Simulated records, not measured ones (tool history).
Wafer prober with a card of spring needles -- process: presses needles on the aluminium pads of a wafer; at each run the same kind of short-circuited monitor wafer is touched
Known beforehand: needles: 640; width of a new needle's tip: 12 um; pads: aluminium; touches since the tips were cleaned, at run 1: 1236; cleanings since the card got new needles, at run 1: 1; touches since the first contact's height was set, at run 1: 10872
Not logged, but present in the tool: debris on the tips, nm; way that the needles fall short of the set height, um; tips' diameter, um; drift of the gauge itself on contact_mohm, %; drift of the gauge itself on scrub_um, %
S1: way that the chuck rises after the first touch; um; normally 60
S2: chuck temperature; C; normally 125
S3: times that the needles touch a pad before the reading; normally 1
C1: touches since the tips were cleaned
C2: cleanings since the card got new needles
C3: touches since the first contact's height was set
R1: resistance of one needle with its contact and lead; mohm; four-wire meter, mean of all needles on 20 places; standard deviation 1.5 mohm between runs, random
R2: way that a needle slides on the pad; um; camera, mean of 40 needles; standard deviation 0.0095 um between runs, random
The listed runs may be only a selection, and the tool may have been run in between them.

run   hour  S1   S2  S3    C1  C2      C3   R1      R2
  1      0  60  125   1  1236   1   10872  141  10.501
  2    9.3  60  125   3  5265   1   14901  141   10.51
        17  -- tips cleaned on abrasive film
  3   18.6  60  125   2   691   2   18864  159  10.482
  4     25  60  125   1  3464   2   21637  175  10.474
  5   30.7  60  125   1  5920   2   24093  178  10.477
      36.7  -- tips cleaned on abrasive film
  6   41.8  60  125   1  2208   3   28886  150  10.472
      49.2  -- tips cleaned on abrasive film, once more
  7   53.2  60  125   1  1733   4   33777  145  10.469
  8   58.6  60  125   1  4066   4   36110  158  10.478
  9   67.3  60  125   1  7823   4   39867  166  10.461
      69.3  -- tips cleaned on abrasive film
 10   79.6  51  125   1  4473   5   45149  172   8.874
      88.8  -- tips cleaned on abrasive film
 11   89.3  60  125   1   190   6   49282  135  10.436
 12   99.8  60  125   1  4724   6   53816  161  10.445
     108.5  -- tips cleaned on abrasive film
 13  108.5  51  125   1     0   7   57570  139   8.854
 14    115  51  125   1  2801   7   60371  160   8.841
 15  123.9  51  125   1  6647   7   64217  178   8.846
     128.2  -- tips cleaned on abrasive film
 16  135.4  50  125   1  3115   8   69139  167   8.663
 17    146  50  125   1  7730   8   73754  181   8.672
     147.8  -- tips cleaned on abrasive film
 18    157  50  125   1  4003   9   78467  175   8.649
 19  162.7  50  125   1  6441   9   80905  183   8.644
     167.8  -- tips cleaned on abrasive film
 20  168.6  42   27   1   372  10   83434  134   7.243
 21  175.1  48  125   1  3177  10   86239  168   8.284
 22  183.1  78  109   3  6651  10   89713  135  13.536
     187.9  -- tips cleaned on abrasive film
 23  189.8  60   68   3   790  11   92543  125  10.358
 24    202  60   68   3  6098  11   97851  135   10.36
     207.9  -- tips cleaned on abrasive film
 25  214.8  60   68   3  3008  12  103349  131  10.386
 26  223.8  60  114   3  6878  12  107219  144  10.366
     227.6  -- tips cleaned on abrasive film
 27  233.3  60  114   3  2494  13  111306  139   10.34
 28    243  70   38   2  6663  13  115475  134  12.101
     247.8  -- tips cleaned on abrasive film
 29  250.2  70   38   2  1048  14  118578  121  12.086
 30  255.8  48   38   2  3441  14  120971  149   8.226
     267.7  -- tips cleaned on abrasive film
 31  267.7  60  125   3     0  15  126073  133   10.32
 32  277.2  57  125   3  4119  15  130192  145   9.804
     287.1  -- tips cleaned on abrasive film
 33  289.7  60  125   2  1123  16  135561  139  10.324

Across each entry between runs, compare the hidden state at the last listed run before it with the hidden state at the first listed run after it:
In the gap between runs 2 and 3: tips cleaned on abrasive film (hour 17)
  debris on the tips, nm: 53.6 -> 89.5; way that the needles fall short of the set height, um: 0.08 -> 0.11; tips' diameter, um: 12.03 -> 12.04
  the result without the hidden state subtracted from the measured one, R1: +10 -> +28 mohm; R2: -0.015 -> -0.02 um
In the gap between runs 5 and 6: tips cleaned on abrasive film (hour 36.7)
  debris on the tips, nm: 83.9 -> 32; way that the needles fall short of the set height, um: 0.11 -> 0.17; tips' diameter, um: 12.04 -> 12.06
  the result without the hidden state subtracted from the measured one, R1: +45 -> +17 mohm; R2: -0.02 -> -0.03 um
In the gap between runs 6 and 7: tips cleaned on abrasive film, once more (hour 49.2)
  debris on the tips, nm: 32 -> 25.7; way that the needles fall short of the set height, um: 0.17 -> 0.23; tips' diameter, um: 12.06 -> 12.08
  the result without the hidden state subtracted from the measured one, R1: +17 -> +14 mohm; R2: -0.03 -> -0.04 um
In the gap between runs 9 and 10: tips cleaned on abrasive film (hour 69.3)
  debris on the tips, nm: 64 -> 51.2; way that the needles fall short of the set height, um: 0.23 -> 0.3; tips' diameter, um: 12.08 -> 12.11
  the result without the hidden state subtracted from the measured one, R1: +34 -> +36 mohm; R2: -0.04 -> -0.052 um
In the gap between runs 10 and 11: tips cleaned on abrasive film (hour 88.8)
  debris on the tips, nm: 51.2 -> 6.6; way that the needles fall short of the set height, um: 0.3 -> 0.39; tips' diameter, um: 12.11 -> 12.14
  the result without the hidden state subtracted from the measured one, R1: +36 -> +4 mohm; R2: -0.052 -> -0.067 um
In the gap between runs 12 and 13: tips cleaned on abrasive film (hour 108.5)
  debris on the tips, nm: 51.1 -> 3.7; way that the needles fall short of the set height, um: 0.39 -> 0.47; tips' diameter, um: 12.14 -> 12.17
  the result without the hidden state subtracted from the measured one, R1: +28 -> +3 mohm; R2: -0.068 -> -0.082 um
In the gap between runs 15 and 16: tips cleaned on abrasive film (hour 128.2)
  debris on the tips, nm: 58.8 -> 41.2; way that the needles fall short of the set height, um: 0.47 -> 0.55; tips' diameter, um: 12.17 -> 12.19
  the result without the hidden state subtracted from the measured one, R1: +42 -> +31 mohm; R2: -0.082 -> -0.095 um
In the gap between runs 17 and 18: tips cleaned on abrasive film (hour 147.8)
  debris on the tips, nm: 64 -> 44.9; way that the needles fall short of the set height, um: 0.55 -> 0.63; tips' diameter, um: 12.19 -> 12.22
  the result without the hidden state subtracted from the measured one, R1: +47 -> +35 mohm; R2: -0.095 -> -0.11 um
In the gap between runs 19 and 20: tips cleaned on abrasive film (hour 167.8)
  debris on the tips, nm: 58.1 -> 8.5; way that the needles fall short of the set height, um: 0.63 -> 0.69; tips' diameter, um: 12.22 -> 12.24
  the result without the hidden state subtracted from the measured one, R1: +45 -> +11 mohm; R2: -0.109 -> -0.121 um
In the gap between runs 22 and 23: tips cleaned on abrasive film (hour 187.9)
  debris on the tips, nm: 58.8 -> 16.8; way that the needles fall short of the set height, um: 0.69 -> 0.77; tips' diameter, um: 12.24 -> 12.27
  the result without the hidden state subtracted from the measured one, R1: +8 -> +4 mohm; R2: -0.121 -> -0.135 um
In the gap between runs 24 and 25: tips cleaned on abrasive film (hour 207.9)
  debris on the tips, nm: 57.2 -> 38.2; way that the needles fall short of the set height, um: 0.77 -> 0.83; tips' diameter, um: 12.27 -> 12.29
  the result without the hidden state subtracted from the measured one, R1: +13 -> +9 mohm; R2: -0.135 -> -0.145 um
In the gap between runs 26 and 27: tips cleaned on abrasive film (hour 227.6)
  debris on the tips, nm: 60.4 -> 33.4; way that the needles fall short of the set height, um: 0.83 -> 0.9; tips' diameter, um: 12.29 -> 12.32
  the result without the hidden state subtracted from the measured one, R1: +14 -> +8 mohm; R2: -0.145 -> -0.157 um
In the gap between runs 28 and 29: tips cleaned on abrasive film (hour 247.8)
  debris on the tips, nm: 60.3 -> 21.1; way that the needles fall short of the set height, um: 0.9 -> 0.97; tips' diameter, um: 12.32 -> 12.34
  the result without the hidden state subtracted from the measured one, R1: +19 -> +6 mohm; R2: -0.157 -> -0.169 um
In the gap between runs 30 and 31: tips cleaned on abrasive film (hour 267.7)
  debris on the tips, nm: 42.6 -> 7.6; way that the needles fall short of the set height, um: 0.97 -> 1.04; tips' diameter, um: 12.34 -> 12.37
  the result without the hidden state subtracted from the measured one, R1: +25 -> +2 mohm; R2: -0.169 -> -0.182 um
In the gap between runs 32 and 33: tips cleaned on abrasive film (hour 287.1)
  debris on the tips, nm: 47.7 -> 20.8; way that the needles fall short of the set height, um: 1.04 -> 1.11; tips' diameter, um: 12.37 -> 12.39
  the result without the hidden state subtracted from the measured one, R1: +11 -> +8 mohm; R2: -0.181 -> -0.194 um
